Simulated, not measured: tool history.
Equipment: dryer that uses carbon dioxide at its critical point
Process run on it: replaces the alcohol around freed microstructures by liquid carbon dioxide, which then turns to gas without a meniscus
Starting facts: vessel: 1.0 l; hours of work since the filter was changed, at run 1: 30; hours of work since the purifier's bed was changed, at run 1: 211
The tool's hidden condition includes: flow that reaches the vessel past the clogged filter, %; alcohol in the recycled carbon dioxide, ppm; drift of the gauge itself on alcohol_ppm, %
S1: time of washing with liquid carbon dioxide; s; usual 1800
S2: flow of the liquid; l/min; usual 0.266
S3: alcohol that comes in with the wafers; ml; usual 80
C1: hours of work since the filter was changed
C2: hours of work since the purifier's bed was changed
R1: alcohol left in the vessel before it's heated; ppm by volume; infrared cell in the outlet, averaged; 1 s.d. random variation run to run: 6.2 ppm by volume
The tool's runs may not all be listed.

{"run": 1, "hour": 0.0, "S1": 1800, "S2": 0.266, "S3": 80, "C1": 30, "C2": 211, "R1": 299}
{"run": 2, "hour": 25.6, "S1": 1800, "S2": 0.266, "S3": 80, "C1": 42, "C2": 224, "R1": 303}
{"run": 3, "hour": 43.8, "S1": 1800, "S2": 0.266, "S3": 80, "C1": 51, "C2": 233, "R1": 310}
{"run": 4, "hour": 68.4, "S1": 1740, "S2": 0.266, "S3": 80, "C1": 64, "C2": 245, "R1": 381}
{"run": 5, "hour": 86.0, "S1": 1800, "S2": 0.266, "S3": 80, "C1": 72, "C2": 254, "R1": 323}
{"run": 6, "hour": 107.6, "S1": 2400, "S2": 0.266, "S3": 80, "C1": 83, "C2": 264, "R1": 74}
{"run": 7, "hour": 122.7, "S1": 1800, "S2": 0.266, "S3": 80, "C1": 90, "C2": 272, "R1": 337}
{"run": 8, "hour": 142.2, "S1": 1800, "S2": 0.266, "S3": 80, "C1": 100, "C2": 281, "R1": 360}
{"run": 9, "hour": 155.2, "S1": 1800, "S2": 0.266, "S3": 80, "C1": 106, "C2": 288, "R1": 363}
{"run": 10, "hour": 178.7, "S1": 2760, "S2": 0.266, "S3": 80, "C1": 118, "C2": 299, "R1": 43}
{"run": 11, "hour": 194.9, "S1": 2760, "S2": 0.266, "S3": 80, "C1": 126, "C2": 307, "R1": 44}
{"run": 12, "hour": 218.4, "S1": 2760, "S2": 0.266, "S3": 80, "C1": 137, "C2": 319, "R1": 44}
{"run": 13, "hour": 230.8, "S1": 2760, "S2": 0.266, "S3": 80, "C1": 144, "C2": 325, "R1": 59}
{"run": 14, "hour": 251.3, "S1": 2760, "S2": 0.266, "S3": 80, "C1": 154, "C2": 335, "R1": 58}
{"run": 15, "hour": 272.7, "S1": 1800, "S2": 0.266, "S3": 80, "C1": 164, "C2": 346, "R1": 447}
{"hour": 276.8, "done": "inlet filter changed"}
{"run": 16, "hour": 287.8, "S1": 2220, "S2": 0.266, "S3": 34, "C1": 5, "C2": 353, "R1": 57}
{"run": 17, "hour": 302.6, "S1": 2100, "S2": 0.209, "S3": 34, "C1": 13, "C2": 360, "R1": 219}
{"run": 18, "hour": 319.3, "S1": 1800, "S2": 0.266, "S3": 47, "C1": 21, "C2": 368, "R1": 175}
{"run": 19, "hour": 332.4, "S1": 1800, "S2": 0.266, "S3": 47, "C1": 27, "C2": 375, "R1": 174}
{"run": 20, "hour": 344.4, "S1": 1380, "S2": 0.397, "S3": 32, "C1": 33, "C2": 380, "R1": 71}
{"run": 21, "hour": 365.6, "S1": 1320, "S2": 0.197, "S3": 80, "C1": 44, "C2": 391, "R1": 4019}
{"run": 22, "hour": 382.9, "S1": 2340, "S2": 0.266, "S3": 57, "C1": 52, "C2": 399, "R1": 61}
{"run": 23, "hour": 395.4, "S1": 2280, "S2": 0.391, "S3": 36, "C1": 58, "C2": 406, "R1": 34}
{"run": 24, "hour": 410.1, "S1": 2280, "S2": 0.391, "S3": 36, "C1": 66, "C2": 413, "R1": 33}
{"run": 25, "hour": 426.4, "S1": 2280, "S2": 0.391, "S3": 36, "C1": 74, "C2": 421, "R1": 33}
{"run": 26, "hour": 452.3, "S1": 2580, "S2": 0.334, "S3": 62, "C1": 87, "C2": 434, "R1": 33}
{"run": 27, "hour": 477.6, "S1": 1800, "S2": 0.447, "S3": 80, "C1": 99, "C2": 446, "R1": 37}
{"run": 28, "hour": 491.9, "S1": 1800, "S2": 0.277, "S3": 25, "C1": 106, "C2": 453, "R1": 123}
{"run": 29, "hour": 511.6, "S1": 1800, "S2": 0.277, "S3": 25, "C1": 116, "C2": 463, "R1": 125}

What differs in the tool's unlogged condition from the final listed run ahead of each entry between runs to the first listed run following it?
In the gap between runs 15 and 16: inlet filter changed (hour 276.8)
  flow that reaches the vessel past the clogged filter, %: 90.6 -> 99.6; alcohol in the recycled carbon dioxide, ppm: 26.5 -> 26.9
  measured minus no-state result, R1: +197 -> +23 ppm by volume
